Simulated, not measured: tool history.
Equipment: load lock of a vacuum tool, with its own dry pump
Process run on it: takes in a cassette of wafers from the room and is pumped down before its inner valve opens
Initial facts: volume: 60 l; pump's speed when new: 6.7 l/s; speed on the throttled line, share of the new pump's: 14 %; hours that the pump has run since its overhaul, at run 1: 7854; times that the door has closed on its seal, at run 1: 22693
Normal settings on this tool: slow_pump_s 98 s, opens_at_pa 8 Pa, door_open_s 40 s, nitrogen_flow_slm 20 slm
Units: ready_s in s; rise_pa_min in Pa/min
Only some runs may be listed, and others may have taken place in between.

run,day,slow_pump_s,opens_at_pa,door_open_s,nitrogen_flow_slm,hours that the pump has run since its overhaul,times that the door has closed on its seal,"incoming humidity of the room's air, %",ready_s,rise_pa_min
1,0.000,98,8,40,20,7854,22693,44.0,170.2,0.008
2,20.254,98,8,40,20,8340,24652,41.1,169.7,0.014
3,37.746,98,8,40,20,8760,26345,42.0,167.5,0.017
4,52.508,98,8,40,20,9115,27774,45.3,168.7,0.014
5,71.933,98,8,40,20,9581,29653,46.3,170.1,0.021
6,89.421,98,8,40,20,10000,31345,44.5,168.4,0.012
7,110.646,98,8,40,20,10510,33399,46.8,169.5,0.021
8,133.388,98,8,40,20,11056,35600,45.5,169.3,0.016
9,155.329,98,8,40,20,11582,37723,42.9,168.2,0.017
10,176.333,98,8,40,20,12086,39755,44.2,169.3,0.022
11,192.829,98,8,40,20,12482,41351,42.9,169.4,0.014
12,212.717,98,8,40,20,12959,43276,41.2,170.1,0.018
13,226.954,98,8,40,20,13301,44654,42.3,169.6,0.014
14,248.808,84,8,40,20,13826,46768,45.1,157.5,0.010
# day 250.575: dry pump taken out, an overhauled one fitted
15,264.825,84,8,40,20,342,48294,44.0,156.3,0.012
16,285.879,98,8,40,20,847,50331,44.7,169.2,0.017
17,301.900,110,8,40,20,1232,51881,44.8,179.7,0.019
18,319.154,110,8,40,20,1646,53551,44.1,179.3,0.017
19,334.929,110,8,40,20,2025,55078,46.1,179.4,0.014
20,350.338,110,8,40,20,2394,56569,43.9,179.0,0.015
21,371.217,98,14,40,4,2895,58589,44.1,165.1,0.022
22,390.262,98,14,40,4,3353,60432,42.4,162.5,0.019
23,412.829,98,8,29,4,3894,62615,44.2,168.8,0.020
24,431.338,78,8,29,4,4338,64407,46.8,153.0,0.023
25,454.000,98,8,40,12,4882,66599,41.1,168.5,0.024
26,463.933,98,7,50,7,5121,67561,39.6,171.0,0.025
27,483.075,98,16,50,30,5580,69413,45.5,163.9,0.014

The next listed run, before its measurement:
28,500.796,54,8,40,20,6005,71128,44.2,?,?

{"run 28": {"ready_s": 131.6, "rise_pa_min": 0.022}}
Without the tool's hidden state the same run would have given ready_s 131.5 s, rise_pa_min 0.020 Pa/min.

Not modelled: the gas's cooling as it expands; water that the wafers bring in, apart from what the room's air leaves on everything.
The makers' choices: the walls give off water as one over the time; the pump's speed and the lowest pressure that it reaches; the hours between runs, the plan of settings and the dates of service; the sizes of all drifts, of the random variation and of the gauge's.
